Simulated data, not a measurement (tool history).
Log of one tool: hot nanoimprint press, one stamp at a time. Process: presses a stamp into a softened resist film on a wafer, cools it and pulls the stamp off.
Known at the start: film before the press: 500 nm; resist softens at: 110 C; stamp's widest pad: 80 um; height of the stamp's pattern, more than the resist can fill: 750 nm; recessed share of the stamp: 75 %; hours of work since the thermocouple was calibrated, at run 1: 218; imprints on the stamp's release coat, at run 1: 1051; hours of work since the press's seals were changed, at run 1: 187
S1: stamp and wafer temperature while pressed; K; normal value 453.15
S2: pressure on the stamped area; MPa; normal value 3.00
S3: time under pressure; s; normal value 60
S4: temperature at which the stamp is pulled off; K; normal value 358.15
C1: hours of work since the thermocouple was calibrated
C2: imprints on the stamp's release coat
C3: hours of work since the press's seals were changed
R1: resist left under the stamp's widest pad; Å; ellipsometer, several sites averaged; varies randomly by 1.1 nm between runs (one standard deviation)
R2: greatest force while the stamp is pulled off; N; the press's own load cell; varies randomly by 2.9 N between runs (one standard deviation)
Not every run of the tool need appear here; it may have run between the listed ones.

run 1 hour=0.0 | S1=453.15 S2=3.00 S3=60 S4=358.15 | C1=218 C2=1051 C3=187 | R1=2245 R2=179
run 2 hour=27.1 | S1=453.15 S2=3.00 S3=60 S4=358.15 | C1=229 C2=1097 C3=198 | R1=2211 R2=178
run 3 hour=49.3 | S1=453.15 S2=3.00 S3=60 S4=358.15 | C1=238 C2=1135 C3=207 | R1=2200 R2=175
run 4 hour=75.4 | S1=453.15 S2=3.00 S3=60 S4=358.15 | C1=248 C2=1180 C3=218 | R1=2222 R2=174
run 5 hour=87.5 | S1=453.15 S2=3.00 S3=60 S4=358.15 | C1=253 C2=1200 C3=223 | R1=2212 R2=184
run 6 hour=111.6 | S1=453.15 S2=3.00 S3=60 S4=358.15 | C1=263 C2=1242 C3=233 | R1=2217 R2=189
run 7 hour=124.3 | S1=453.15 S2=3.00 S3=60 S4=352.15 | C1=268 C2=1263 C3=238 | R1=2194 R2=213
run 8 hour=141.0 | S1=458.15 S2=3.00 S3=60 S4=358.15 | C1=275 C2=1292 C3=244 | R1=1694 R2=188
run 9 hour=156.4 | S1=458.15 S2=3.00 S3=60 S4=358.15 | C1=281 C2=1318 C3=251 | R1=1694 R2=188
run 10 hour=176.2 | S1=458.15 S2=3.00 S3=60 S4=358.15 | C1=289 C2=1352 C3=259 | R1=1684 R2=186
run 11 hour=199.9 | S1=458.15 S2=3.00 S3=60 S4=358.15 | C1=298 C2=1392 C3=268 | R1=1697 R2=189
run 12 hour=219.4 | S1=458.15 S2=3.00 S3=60 S4=358.15 | C1=306 C2=1426 C3=276 | R1=1687 R2=191
run 13 hour=244.0 | S1=453.15 S2=3.00 S3=77 S4=358.15 | C1=316 C2=1468 C3=286 | R1=1980 R2=197
run 14 hour=265.7 | S1=453.15 S2=3.00 S3=77 S4=358.15 | C1=325 C2=1505 C3=295 | R1=1973 R2=195
run 15 hour=289.9 | S1=451.15 S2=3.00 S3=60 S4=358.15 | C1=335 C2=1546 C3=304 | R1=2405 R2=196
run 16 hour=306.5 | S1=451.15 S2=3.00 S3=48 S4=354.15 | C1=341 C2=1575 C3=311 | R1=2605 R2=222
run 17 hour=322.6 | S1=462.15 S2=3.00 S3=51 S4=353.15 | C1=348 C2=1602 C3=318 | R1=1445 R2=221
-- hour=327.1 plate thermocouple calibrated
run 18 hour=350.9 | S1=462.15 S2=3.00 S3=51 S4=353.15 | C1=10 C2=1645 C3=328 | R1=1414 R2=216
-- hour=362.7 stamp cleaned and given a new release coat
-- hour=371.3 plate thermocouple calibrated, once more
run 19 hour=379.4 | S1=452.15 S2=4.07 S3=74 S4=343.15 | C1=3 C2=24 C3=336 | R1=2060 R2=180
run 20 hour=397.9 | S1=444.15 S2=2.11 S3=60 S4=358.15 | C1=11 C2=55 C3=343 | R1=3943 R2=136
run 21 hour=415.9 | S1=444.15 S2=2.11 S3=60 S4=358.15 | C1=18 C2=86 C3=350 | R1=3946 R2=136
run 22 hour=429.2 | S1=461.15 S2=3.17 S3=60 S4=346.15 | C1=23 C2=109 C3=356 | R1=1525 R2=170
run 23 hour=453.7 | S1=453.15 S2=4.70 S3=53 S4=358.15 | C1=33 C2=151 C3=366 | R1=2069 R2=138
run 24 hour=481.1 | S1=453.15 S2=4.70 S3=53 S4=358.15 | C1=44 C2=197 C3=377 | R1=2060 R2=149
run 25 hour=492.7 | S1=453.15 S2=4.29 S3=113 S4=356.15 | C1=49 C2=217 C3=381 | R1=1574 R2=153
run 26 hour=504.0 | S1=453.15 S2=4.29 S3=113 S4=356.15 | C1=54 C2=237 C3=386 | R1=1561 R2=149
run 27 hour=518.5 | S1=452.15 S2=3.99 S3=97 S4=358.15 | C1=59 C2=261 C3=392 | R1=1821 R2=146
run 28 hour=533.4 | S1=456.15 S2=4.05 S3=45 S4=354.15 | C1=65 C2=287 C3=398 | R1=2010 R2=156
run 29 hour=554.6 | S1=456.15 S2=4.05 S3=45 S4=354.15 | C1=74 C2=323 C3=406 | R1=1994 R2=160

Branching from run 29: 4 alternative next runs. What would each branch give?
run A hour=576.6 | S1=446.15 S2=3.00 S3=85 S4=358.15 | C1=83 C2=361 C3=415 | R1=? R2=?
run B hour=576.6 | S1=453.15 S2=4.12 S3=35 S4=358.15 | C1=83 C2=361 C3=415 | R1=? R2=?
run C hour=576.6 | S1=453.15 S2=3.42 S3=60 S4=360.15 | C1=83 C2=361 C3=415 | R1=? R2=?
run D hour=576.6 | S1=459.15 S2=4.05 S3=45 S4=365.15 | C1=83 C2=361 C3=415 | R1=? R2=?

run=A R1=3001 R2=148
run=B R1=2538 R2=154
run=C R1=2242 R2=137
run=D R1=1696 R2=131
Without the tool's hidden state the same runs would have given:
run=A R1=3003 R2=134
run=B R1=2530 R2=138
run=C R1=2239 R2=123
run=D R1=1689 R2=118
